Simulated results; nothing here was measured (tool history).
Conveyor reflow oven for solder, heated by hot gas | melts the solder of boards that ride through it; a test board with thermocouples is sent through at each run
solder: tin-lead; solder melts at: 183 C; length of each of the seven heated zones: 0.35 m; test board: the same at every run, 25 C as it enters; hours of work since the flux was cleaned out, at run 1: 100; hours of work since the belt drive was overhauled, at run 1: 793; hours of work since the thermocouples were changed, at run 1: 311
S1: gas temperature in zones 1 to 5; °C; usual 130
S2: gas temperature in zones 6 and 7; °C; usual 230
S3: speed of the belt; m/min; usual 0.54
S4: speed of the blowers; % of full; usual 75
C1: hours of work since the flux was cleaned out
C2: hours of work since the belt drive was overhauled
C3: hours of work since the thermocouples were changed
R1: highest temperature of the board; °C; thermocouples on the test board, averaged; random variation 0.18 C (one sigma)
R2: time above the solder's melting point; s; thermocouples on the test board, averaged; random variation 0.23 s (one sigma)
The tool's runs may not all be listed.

Run 1, hour 0: usual settings; C1 100; C2 793; C3 311. Result: R1 207.5 °C, R2 45.5 s.
Run 2, hour 20.7: usual settings; C1 110; C2 803; C3 321. Result: R1 207.1 °C, R2 45.5 s.
Run 3, hour 49.9: usual settings; C1 124; C2 817; C3 335. Result: R1 206.7 °C, R2 45.2 s.
Run 4, hour 77.1: usual settings; C1 137; C2 830; C3 348. Result: R1 207 °C, R2 45.1 s.
Run 5, hour 93.9: usual settings but S1 134 °C; C1 145; C2 838; C3 356. Result: R1 207.7 °C, R2 47 s.
Run 6, hour 129: usual settings but S1 134 °C; C1 162; C2 854; C3 373. Result: R1 207.6 °C, R2 46.8 s.
Run 7, hour 160.5: usual settings but S1 134 °C; C1 177; C2 869; C3 388. Result: R1 207.6 °C, R2 47.2 s.
Run 8, hour 189.6: usual settings but S1 134 °C; C1 191; C2 883; C3 402. Result: R1 206.7 °C, R2 46.9 s.
At hour 200.1: flux residue cleaned out of gas plates and filters.
Run 9, hour 229: usual settings; C1 14; C2 900; C3 418. Result: R1 204.5 °C, R2 41.5 s.
Run 10, hour 264.3: usual settings; C1 31; C2 917; C3 435. Result: R1 204.2 °C, R2 41.1 s.
Run 11, hour 288.1: usual settings; C1 42; C2 928; C3 446. Result: R1 204.1 °C, R2 40.9 s.
Run 12, hour 327.9: usual settings; C1 61; C2 947; C3 465. Result: R1 203.8 °C, R2 40.7 s.
Run 13, hour 364.7: usual settings but S2 244 °C, S3 0.551 m/min; C1 79; C2 965; C3 483. Result: R1 213.4 °C, R2 50.1 s.
At hour 386.5: belt drive overhauled, speed set with a stopwatch.
Run 14, hour 396.1: usual settings but S2 244 °C, S3 0.551 m/min; C1 92; C2 5; C3 496. Result: R1 212.4 °C, R2 47.4 s.
At hour 424.9: flux residue cleaned out of gas plates and filters, once more.
Run 15, hour 430.7: usual settings but S2 244 °C, S3 0.551 m/min; C1 3; C2 19; C3 510. Result: R1 218.8 °C, R2 54 s.
Run 16, hour 457: usual settings but S2 244 °C, S3 0.551 m/min, S4 78 % of full; C1 15; C2 31; C3 523. Result: R1 219.7 °C, R2 55.2 s.
Run 17, hour 496.9: usual settings but S1 140 °C; C1 34; C2 50; C3 542. Result: R1 210.3 °C, R2 51.1 s.
Run 18, hour 530.7: usual settings but S1 140 °C; C1 51; C2 67; C3 558. Result: R1 209.7 °C, R2 51 s.
Run 19, hour 565.8: usual settings but S3 0.632 m/min, S4 81 % of full; C1 67; C2 83; C3 575. Result: R1 203.5 °C, R2 33.7 s.
Run 20, hour 603.1: usual settings but S3 0.632 m/min, S4 81 % of full; C1 85; C2 101; C3 593. Result: R1 202.8 °C, R2 32.5 s.
Run 21, hour 629.4: usual settings but S3 0.632 m/min, S4 81 % of full; C1 98; C2 114; C3 605. Result: R1 202.6 °C, R2 33 s.
Run 22, hour 648.6: usual settings but S1 117 °C, S4 83 % of full; C1 107; C2 123; C3 615. Result: R1 206.7 °C, R2 41 s.
Run 23, hour 677.6: usual settings but S1 129 °C, S2 226 °C, S3 0.624 m/min; C1 121; C2 137; C3 629. Result: R1 197.4 °C, R2 26.3 s.

The same runs without the tool's hidden state, with the same run-to-run variation:
The hidden state here: heat that the gas passes to the board, % of a clean oven's; belt's true speed, % of the reading; true gas temperature in zones 6 and 7 over the reading, C; drift of the gauge itself on peak_c, C; drift of the gauge itself on liquid_s, %.
run     R1    R2
  1  207.9  45.3
  2  207.5  45.4
  3  207.4  45.3
  4  207.8  45.5
  5  208.6  47.3
  6  208.6  47.4
  7  208.8    48
  8    208  47.9
  9  207.8  45.3
 10  207.7  45.2
 11  207.8  45.3
 12  207.7  45.4
 13  218.1  53.7
 14  218.4  53.6
 15  218.3  53.6
 16  219.4  54.9
 17    210    51
 18  209.7  51.1
 19  203.9  34.4
 20  203.5  33.5
 21  203.5  34.3
 22  207.6  42.3
 23  198.5  28.1

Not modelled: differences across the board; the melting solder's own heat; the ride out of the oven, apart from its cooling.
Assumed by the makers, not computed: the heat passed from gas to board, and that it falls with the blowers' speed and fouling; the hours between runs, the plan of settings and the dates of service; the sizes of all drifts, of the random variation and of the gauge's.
